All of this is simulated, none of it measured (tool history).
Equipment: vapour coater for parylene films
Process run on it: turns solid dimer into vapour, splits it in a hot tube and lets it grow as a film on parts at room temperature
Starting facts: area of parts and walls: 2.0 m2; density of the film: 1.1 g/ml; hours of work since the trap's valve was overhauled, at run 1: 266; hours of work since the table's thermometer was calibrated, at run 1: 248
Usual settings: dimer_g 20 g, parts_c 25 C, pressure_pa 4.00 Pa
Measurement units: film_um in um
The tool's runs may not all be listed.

| run | hour | dimer_g | parts_c | pressure_pa | hours of work since the trap's valve was overhauled | hours of work since the table's thermometer was calibrated | film_um |
|---|---|---|---|---|---|---|---|
| 1 | 0.0 | 20 | 25 | 4.00 | 266 | 248 | 6.09 |
|  | 13.8 | trap's valve overhauled |
| 2 | 15.9 | 20 | 25 | 4.00 | 2 | 258 | 6.25 |
| 3 | 24.3 | 20 | 25 | 4.00 | 9 | 265 | 6.18 |
| 4 | 39.5 | 20 | 25 | 4.00 | 21 | 277 | 6.16 |
| 5 | 56.6 | 20 | 25 | 4.00 | 35 | 291 | 6.24 |
| 6 | 67.1 | 20 | 25 | 4.00 | 44 | 300 | 6.12 |
| 7 | 79.5 | 20 | 25 | 6.96 | 54 | 310 | 5.66 |
| 8 | 87.8 | 20 | 25 | 6.96 | 60 | 317 | 5.70 |
| 9 | 98.2 | 18 | 25 | 4.00 | 69 | 325 | 5.58 |
| 10 | 109.4 | 18 | 25 | 4.00 | 78 | 334 | 5.57 |
| 11 | 119.4 | 20 | 25 | 4.00 | 86 | 343 | 6.24 |
| 12 | 132.4 | 20 | 25 | 4.00 | 97 | 353 | 6.11 |
| 13 | 149.5 | 20 | 25 | 4.00 | 111 | 367 | 6.13 |
| 14 | 164.2 | 20 | 25 | 4.00 | 123 | 379 | 6.15 |
| 15 | 174.9 | 20 | 25 | 4.00 | 132 | 388 | 6.17 |
| 16 | 193.0 | 20 | 25 | 4.00 | 146 | 403 | 6.12 |
| 17 | 209.2 | 20 | 25 | 7.77 | 160 | 416 | 5.65 |
| 18 | 219.9 | 20 | 25 | 7.77 | 168 | 425 | 5.54 |
| 19 | 235.1 | 20 | 25 | 7.77 | 181 | 437 | 5.62 |
| 20 | 246.4 | 26 | 25 | 4.00 | 190 | 446 | 7.94 |
| 21 | 261.5 | 26 | 25 | 4.00 | 202 | 459 | 7.93 |
| 22 | 271.7 | 26 | 25 | 4.00 | 211 | 467 | 8.00 |
| 23 | 280.2 | 26 | 25 | 4.00 | 218 | 474 | 8.01 |
| 24 | 289.1 | 26 | 18 | 4.00 | 225 | 481 | 10.21 |
| 25 | 301.4 | 20 | 30 | 7.07 | 235 | 491 | 4.78 |
| 26 | 319.9 | 20 | 30 | 7.07 | 250 | 506 | 4.82 |
| 27 | 331.0 | 28 | 25 | 3.54 | 259 | 516 | 8.82 |
| 28 | 343.5 | 28 | 25 | 3.54 | 269 | 526 | 8.84 |
|  | 352.7 | trap's valve overhauled |
| 29 | 355.8 | 28 | 25 | 3.54 | 3 | 532 | 8.81 |
| 30 | 369.1 | 22 | 35 | 4.00 | 13 | 543 | 4.86 |
| 31 | 376.8 | 18 | 35 | 10.85 | 20 | 550 | 3.41 |
| 32 | 392.9 | 18 | 23 | 3.40 | 33 | 563 | 6.13 |
| 33 | 402.2 | 10 | 20 | 7.03 | 40 | 570 | 3.37 |
| 34 | 413.9 | 10 | 20 | 7.03 | 50 | 580 | 3.40 |
| 35 | 422.7 | 20 | 25 | 2.37 | 57 | 587 | 6.66 |
| 36 | 437.8 | 24 | 20 | 10.10 | 69 | 599 | 7.79 |
| 37 | 447.9 | 24 | 20 | 3.54 | 78 | 608 | 9.00 |
| 38 | 457.3 | 21 | 19 | 2.82 | 85 | 615 | 8.34 |
| 39 | 468.7 | 21 | 19 | 2.82 | 95 | 625 | 8.39 |
| 40 | 486.9 | 21 | 19 | 2.82 | 110 | 640 | 8.39 |
| 41 | 500.3 | 26 | 30 | 2.33 | 121 | 650 | 7.27 |
| 42 | 509.1 | 9 | 25 | 2.70 | 128 | 658 | 2.95 |
| 43 | 522.6 | 20 | 33 | 9.35 | 139 | 669 | 4.19 |
| 44 | 537.6 | 9 | 22 | 7.34 | 151 | 681 | 2.82 |
| 45 | 553.2 | 8 | 25 | 3.43 | 164 | 694 | 2.48 |
| 46 | 569.2 | 8 | 23 | 5.52 | 177 | 707 | 2.58 |
| 47 | 585.6 | 8 | 23 | 5.52 | 190 | 720 | 2.57 |

Branching from run 47: 3 alternative next runs. What would each branch give?
| A | 604.0 | 20 | 27 | 4.00 | 205 | 735 | ? |
| B | 604.0 | 10 | 25 | 8.18 | 205 | 735 | ? |
| C | 604.0 | 13 | 25 | 2.44 | 205 | 735 | ? |

| run | film_um |
|---|---|
| A | 5.73 |
| B | 2.83 |
| C | 4.36 |
The same runs, with their run-to-run variation unchanged, on a tool lacking any hidden condition would have given:
| run | film_um |
|---|---|
| A | 5.75 |
| B | 2.84 |
| C | 4.37 |
